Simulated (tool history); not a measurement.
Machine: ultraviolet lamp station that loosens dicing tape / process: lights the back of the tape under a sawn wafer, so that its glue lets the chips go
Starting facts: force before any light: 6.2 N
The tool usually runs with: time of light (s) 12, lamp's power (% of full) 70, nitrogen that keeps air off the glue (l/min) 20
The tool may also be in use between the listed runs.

run	day	time of light (s)	lamp's power (% of full)	nitrogen that keeps air off the glue (l/min)	force that peels the tape off (N)	light that reached the tape (mJ/cm²)
1	0	12	70	20	0.449	399
2	2.571	12	70	20	0.442	385
3	5.896	18	70	20	0.178	579
4	8.621	12	70	15	0.635	377
5	11.304	12	70	39	0.311	367
# day 13.046: window cleaned of glue's vapour
6	14.996	12	70	20	0.484	381
7	18.546	12	83	20	0.347	439
8	21.408	12	70	20	0.558	362
9	25.225	12	67	20	0.635	339
# day 26.583: window cleaned of glue's vapour
10	29.292	21	67	20	0.153	604
11	31.967	21	67	20	0.161	586
12	34.312	21	67	20	0.168	584
13	38.292	12	87	20	0.39	417
# day 40.183: window cleaned of glue's vapour
14	41.038	19	70	20	0.192	547
15	44.496	19	70	20	0.211	534
16	47.008	12	70	20	0.656	333
17	51.088	12	68	20	0.769	310
18	53.588	12	68	20	0.78	306
# day 53.992: window cleaned of glue's vapour
19	56.054	12	68	20	0.737	313
20	58.762	12	68	20	0.778	308
21	62.204	12	99	20	0.378	436
22	64.617	12	99	20	0.37	428
# day 67.496: window cleaned of glue's vapour
23	68.212	22	93	7	0.261	759
24	71.508	12	70	25	0.698	302
25	75.512	12	70	25	0.708	295
# day 78.85: lamp changed
26	79.438	6	64	8	2.8	172
# day 81.279: window cleaned of glue's vapour
27	82.6	14	85	9	0.44	552
28	84.95	14	98	9	0.332	623
29	88.058	16	70	6	0.782	501
30	91.875	21	88	20	0.085	807
31	94.279	11	88	20	0.406	415
# day 94.792: window cleaned of glue's vapour
32	96.879	16	70	7	0.688	492
33	98.992	23	84	9	0.151	831
34	102.792	6	70	7	2.737	173
35	106.35	7	69	9	2.289	202
# day 108.317: window cleaned of glue's vapour
36	109.85	9	94	19	0.58	361
37	113.958	20	85	18	0.108	704
38	117.854	12	89	8	0.858	425
39	120.633	19	70	20	0.222	521
# day 121.75: window cleaned of glue's vapour
40	123.342	19	70	20	0.202	539
41	125.229	19	70	22	0.189	529

What if the next run were any one of these 4? Each begins from the tool's condition after run 41:
A	129.408	11	70	17	?	?
B	129.408	12	69	20	?	?
C	129.408	8	70	16	?	?
D	129.408	12	86	11	?	?

run	force that peels the tape off (N)	light that reached the tape (mJ/cm²)
A	0.909	298
B	0.694	320
C	1.544	215
D	0.727	399
Had the tool no hidden state, the same runs would have come out as:
run	force that peels the tape off (N)	light that reached the tape (mJ/cm²)
A	0.578	374
B	0.417	401
C	1.101	269
D	0.443	501

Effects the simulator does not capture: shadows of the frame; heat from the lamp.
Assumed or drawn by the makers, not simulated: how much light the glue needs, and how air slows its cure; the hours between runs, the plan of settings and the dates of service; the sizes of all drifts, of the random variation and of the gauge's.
